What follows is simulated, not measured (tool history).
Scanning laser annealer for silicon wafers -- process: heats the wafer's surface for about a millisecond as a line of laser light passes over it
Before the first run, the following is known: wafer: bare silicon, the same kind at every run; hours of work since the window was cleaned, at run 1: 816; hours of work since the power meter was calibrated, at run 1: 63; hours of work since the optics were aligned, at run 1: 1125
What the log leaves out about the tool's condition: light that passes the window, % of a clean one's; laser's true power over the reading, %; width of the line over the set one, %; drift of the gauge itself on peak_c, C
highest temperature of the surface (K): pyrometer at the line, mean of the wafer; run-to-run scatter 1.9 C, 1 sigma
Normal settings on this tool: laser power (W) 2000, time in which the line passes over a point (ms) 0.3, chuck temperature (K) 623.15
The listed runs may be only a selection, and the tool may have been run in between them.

run   hour  laser power (W)  time in which the line passes over a point (ms)  chuck temperature (K)  hours of work since the window was cleaned  hours of work since the power meter was calibrated  hours of work since the optics were aligned  highest temperature of the surface (K)
  1      0             2000                                              0.3                 623.15                                         816                                                  63                                         1125                                 1321.15
  2   11.7             2000                                              0.3                 623.15                                         822                                                  70                                         1131                                 1320.15
  3   25.9             2000                                              0.3                 623.15                                         830                                                  78                                         1139                                 1319.15
  4   34.4             2000                                              0.3                 623.15                                         835                                                  83                                         1144                                 1320.15
  5   43.3             1708                                              0.3                 623.15                                         840                                                  88                                         1149                                 1209.15
  6   56.7             1708                                            0.298                 623.15                                         847                                                  95                                         1157                                 1209.15
  7   66.9             1708                                            0.298                 623.15                                         853                                                 101                                         1162                                 1206.15
  8   77.8             1708                                            0.298                 593.15                                         859                                                 107                                         1168                                 1176.15
  9   91.2             1708                                            0.298                 593.15                                         867                                                 114                                         1176                                 1176.15
 10   99.3             1708                                            0.298                 593.15                                         871                                                 119                                         1181                                 1175.15
 11  112.6             1708                                            0.298                 593.15                                         879                                                 126                                         1188                                 1177.15
 12  119.8             1708                                            0.298                 593.15                                         883                                                 131                                         1192                                 1179.15
 13  129.6             1708                                            0.298                 593.15                                         888                                                 136                                         1198                                 1177.15
 14  135.6             2000                                              0.3                 623.15                                         892                                                 139                                         1201                                 1318.15
 15    145             1947                                              0.3                 623.15                                         897                                                 145                                         1206                                 1296.15
 16  156.5             2000                                            0.231                 623.15                                         904                                                 151                                         1213                                 1239.15
 17  168.7             2000                                            0.231                 623.15                                         910                                                 158                                         1220                                 1238.15
 18  181.4             2000                                            0.243                 623.15                                         918                                                 165                                         1227                                 1252.15
 19  192.1             2000                                            0.347                 623.15                                         924                                                 171                                         1233                                 1367.15
 20  198.5             2000                                              0.3                 623.15                                         927                                                 175                                         1236                                 1316.15
 21  207.4             2000                                              0.3                 623.15                                         932                                                 180                                         1241                                 1318.15
 22  216.9             2000                                              0.3                 623.15                                         937                                                 185                                         1247                                 1315.15
 23    227             2000                                              0.3                 623.15                                         943                                                 191                                         1252                                 1318.15
 24  233.7             2000                                              0.3                 649.15                                         947                                                 195                                         1256                                 1345.15
     242.4  -- window over the wafer cleaned
 25  242.6             2182                                              0.3                 597.15                                           0                                                 198                                         1260                                 1345.15
 26  253.5             1938                                            0.311                 623.15                                           6                                                 205                                         1266                                 1287.15
     259.8  -- optics aligned, line set to its width
     271.8  -- window over the wafer cleaned, once more
 27  272.6             2030                                            0.262                 660.15                                           0                                                 211                                            6                                 1364.15
 28  286.4             2030                                            0.262                 660.15                                           8                                                 219                                           14                                 1361.15
 29  299.4             2030                                            0.262                 660.15                                          16                                                 226                                           21                                 1363.15
 30  313.7             1925                                            0.374                 601.15                                          24                                                 234                                           29                                 1383.15
 31  320.3             1925                                            0.374                 601.15                                          27                                                 238                                           33                                 1379.15
 32  328.2             1974                                            0.211                 623.15                                          32                                                 243                                           37                                 1237.15
 33  340.1             1974                                            0.211                 623.15                                          38                                                 249                                           44                                 1235.15
 34  352.3             1819                                            0.363                 623.15                                          45                                                 256                                           51                                 1345.15
 35  360.5             1888                                              0.3                 585.15                                          50                                                 261                                           55                                 1275.15
 36  369.4             1888                                              0.3                 585.15                                          55                                                 266                                           60                                 1274.15
 37  380.4             2169                                              0.3                 595.15                                          61                                                 272                                           67                                 1398.15
 38  393.1             2169                                              0.3                 595.15                                          68                                                 279                                           74                                 1397.15
 39  401.8             1864                                            0.291                 609.15                                          73                                                 284                                           79                                 1276.15
 40  412.1             2006                                            0.219                 662.15                                          79                                                 290                                           84                                 1299.15
 41  423.8             2006                                            0.219                 662.15                                          85                                                 296                                           91                                 1296.15

Take each entry between the runs: how does the hidden state at the last listed run before it differ from the hidden state at the first listed run after it?
After run 24, before run 25: window over the wafer cleaned (hour 242.4)
  light that passes the window, % of a clean one's: 96.73 -> 94.71; width of the line over the set one, %: 3.82 -> 3.83
  difference, measured minus the result without the unlogged condition, highest temperature of the surface (K): -43 -> -65
After run 26, before run 27: optics aligned, line set to its width (hour 259.8); window over the wafer cleaned, once more (hour 271.8)
  light that passes the window, % of a clean one's: 94.69 -> 100; width of the line over the set one, %: 3.84 -> 0.45
  difference, measured minus the result without the unlogged condition, highest temperature of the surface (K): -59 -> -2
